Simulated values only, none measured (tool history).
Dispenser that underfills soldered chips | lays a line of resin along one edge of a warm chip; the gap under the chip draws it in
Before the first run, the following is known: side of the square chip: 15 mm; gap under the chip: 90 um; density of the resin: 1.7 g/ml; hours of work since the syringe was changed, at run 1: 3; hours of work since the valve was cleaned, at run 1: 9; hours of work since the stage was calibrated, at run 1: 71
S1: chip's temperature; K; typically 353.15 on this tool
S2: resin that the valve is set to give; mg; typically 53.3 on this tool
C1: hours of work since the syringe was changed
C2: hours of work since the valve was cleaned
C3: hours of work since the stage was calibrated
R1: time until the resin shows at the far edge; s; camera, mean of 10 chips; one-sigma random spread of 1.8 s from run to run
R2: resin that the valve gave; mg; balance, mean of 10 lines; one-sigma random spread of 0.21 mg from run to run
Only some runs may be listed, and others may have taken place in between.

run 1 hour=0 | S1=353.15 S2=53.3 | C1=3 C2=9 C3=71 | R1=198.7 R2=52.86
run 2 hour=3.5 | S1=353.15 S2=53.3 | C1=5 C2=11 C3=73 | R1=223 R2=52.73
run 3 hour=5.8 | S1=353.15 S2=53.3 | C1=6 C2=12 C3=74 | R1=235.6 R2=52.67
run 4 hour=9.9 | S1=353.15 S2=53.3 | C1=9 C2=15 C3=77 | R1=270.2 R2=52.85
run 5 hour=14.1 | S1=353.15 S2=46.9 | C1=11 C2=17 C3=80 | R1=312.1 R2=46.37
-- hour=15.4 new syringe of resin
run 6 hour=18 | S1=353.15 S2=46.9 | C1=2 C2=20 C3=82 | R1=194.3 R2=46.32
run 7 hour=20.2 | S1=353.15 S2=46.9 | C1=3 C2=21 C3=83 | R1=208.2 R2=46.18
run 8 hour=23.9 | S1=356.15 S2=53.3 | C1=5 C2=23 C3=85 | R1=203.7 R2=52.26
run 9 hour=28.4 | S1=348.15 S2=53.3 | C1=8 C2=26 C3=88 | R1=308.3 R2=52.28
run 10 hour=32 | S1=338.15 S2=53.3 | C1=10 C2=28 C3=90 | R1=475.7 R2=52.03
-- hour=35.2 new syringe of resin
run 11 hour=36.1 | S1=353.15 S2=53.3 | C1=1 C2=31 C3=93 | R1=183.1 R2=52.36
run 12 hour=38.8 | S1=353.15 S2=53.3 | C1=2 C2=32 C3=94 | R1=199.4 R2=52.2
run 13 hour=42.4 | S1=353.15 S2=53.3 | C1=4 C2=35 C3=97 | R1=220 R2=51.67
run 14 hour=47.1 | S1=340.15 S2=53.3 | C1=7 C2=38 C3=100 | R1=395.8 R2=51.49
run 15 hour=50.7 | S1=340.15 S2=53.3 | C1=10 C2=40 C3=102 | R1=442.5 R2=51.83
-- hour=55 new syringe of resin
run 16 hour=55.9 | S1=340.15 S2=53.3 | C1=1 C2=43 C3=105 | R1=283.6 R2=51.51
-- hour=58.9 dispensing valve cleaned and set on the balance
run 17 hour=59.9 | S1=340.15 S2=53.3 | C1=2 C2=1 C3=107 | R1=308.4 R2=53.02
run 18 hour=64.7 | S1=340.15 S2=53.3 | C1=5 C2=4 C3=110 | R1=353.9 R2=52.84
run 19 hour=68.6 | S1=353.15 S2=53.3 | C1=8 C2=6 C3=112 | R1=253.2 R2=53.06
run 20 hour=70.9 | S1=353.15 S2=49.2 | C1=9 C2=7 C3=114 | R1=280 R2=48.9
run 21 hour=74.1 | S1=353.15 S2=49.2 | C1=11 C2=9 C3=116 | R1=301.2 R2=48.66
-- hour=75.6 new syringe of resin
run 22 hour=79.3 | S1=353.15 S2=49.2 | C1=2 C2=12 C3=119 | R1=191.9 R2=49.34
run 23 hour=82.3 | S1=353.15 S2=49.2 | C1=4 C2=14 C3=121 | R1=209.4 R2=48.97
run 24 hour=86.1 | S1=347.15 S2=54 | C1=7 C2=17 C3=123 | R1=283.5 R2=53.16
run 25 hour=89.7 | S1=362.15 S2=57.9 | C1=9 C2=19 C3=125 | R1=191.5 R2=56.63
run 26 hour=93.7 | S1=362.15 S2=57.9 | C1=11 C2=21 C3=128 | R1=218.7 R2=57.08
-- hour=95.4 new syringe of resin
run 27 hour=97 | S1=362.15 S2=57.9 | C1=1 C2=23 C3=130 | R1=135.9 R2=56.91
run 28 hour=99.8 | S1=361.15 S2=63.9 | C1=3 C2=25 C3=131 | R1=147.6 R2=62.27
run 29 hour=103.2 | S1=343.15 S2=47.7 | C1=5 C2=27 C3=133 | R1=315.9 R2=46.5
run 30 hour=106.6 | S1=354.15 S2=51.3 | C1=7 C2=29 C3=135 | R1=233.7 R2=49.88
run 31 hour=109.5 | S1=354.15 S2=51.3 | C1=9 C2=31 C3=137 | R1=254 R2=50.3
run 32 hour=112.9 | S1=366.15 S2=51.5 | C1=11 C2=33 C3=139 | R1=193.1 R2=50.09
-- hour=115.2 new syringe of resin
run 33 hour=118.1 | S1=366.15 S2=64.7 | C1=2 C2=36 C3=142 | R1=122.3 R2=63.19
run 34 hour=121.5 | S1=340.15 S2=57.8 | C1=4 C2=38 C3=145 | R1=327.5 R2=55.95
run 35 hour=124.6 | S1=340.15 S2=57.8 | C1=6 C2=40 C3=146 | R1=355.2 R2=56.12
run 36 hour=129.4 | S1=353.15 S2=51.8 | C1=9 C2=43 C3=149 | R1=262.6 R2=49.98
-- hour=131.6 dispensing valve cleaned and set on the balance
run 37 hour=133.6 | S1=339.15 S2=58.9 | C1=11 C2=1 C3=151 | R1=469.7 R2=58.66

The logged runs with the hidden state left out (each run's random variation unchanged):
Hidden state present: resin's viscosity, % of fresh resin's; dose that the valve gives, % of what is set; true chip temperature over the reading, C; drift of the gauge itself on fill_s, %; drift of the gauge itself on given_mg, %.
run=1 R1=177.1 R2=53.18
run=2 R1=179.3 R2=53.13
run=3 R1=176.6 R2=53.14
run=4 R1=179.1 R2=53.43
run=5 R1=181.9 R2=46.98
run=6 R1=182 R2=47.02
run=7 R1=182.9 R2=46.94
run=8 R1=160.3 R2=53.21
run=9 R1=212.1 R2=53.35
run=10 R1=294.2 R2=53.19
run=11 R1=178.9 R2=53.62
run=12 R1=179.8 R2=53.54
run=13 R1=177.9 R2=53.09
run=14 R1=278.6 R2=53.02
run=15 R1=280 R2=53.46
run=16 R1=279.1 R2=53.27
run=17 R1=279.2 R2=53.05
run=18 R1=277.6 R2=53
run=19 R1=176.1 R2=53.32
run=20 R1=181.8 R2=49.19
run=21 R1=177.4 R2=49.03
run=22 R1=179 R2=49.82
run=23 R1=178.3 R2=49.52
run=24 R1=215.8 R2=53.87
run=25 R1=130.6 R2=57.5
run=26 R1=132.6 R2=58.07
run=27 R1=133.8 R2=57.98
run=28 R1=133.8 R2=63.54
run=29 R1=258.5 R2=47.52
run=30 R1=172.9 R2=51.07
run=31 R1=172.1 R2=51.58
run=32 R1=118 R2=51.46
run=33 R1=115.3 R2=65.07
run=34 R1=280.2 R2=57.71
run=35 R1=276.7 R2=57.98
run=36 R1=176.6 R2=51.76
run=37 R1=289.1 R2=58.68

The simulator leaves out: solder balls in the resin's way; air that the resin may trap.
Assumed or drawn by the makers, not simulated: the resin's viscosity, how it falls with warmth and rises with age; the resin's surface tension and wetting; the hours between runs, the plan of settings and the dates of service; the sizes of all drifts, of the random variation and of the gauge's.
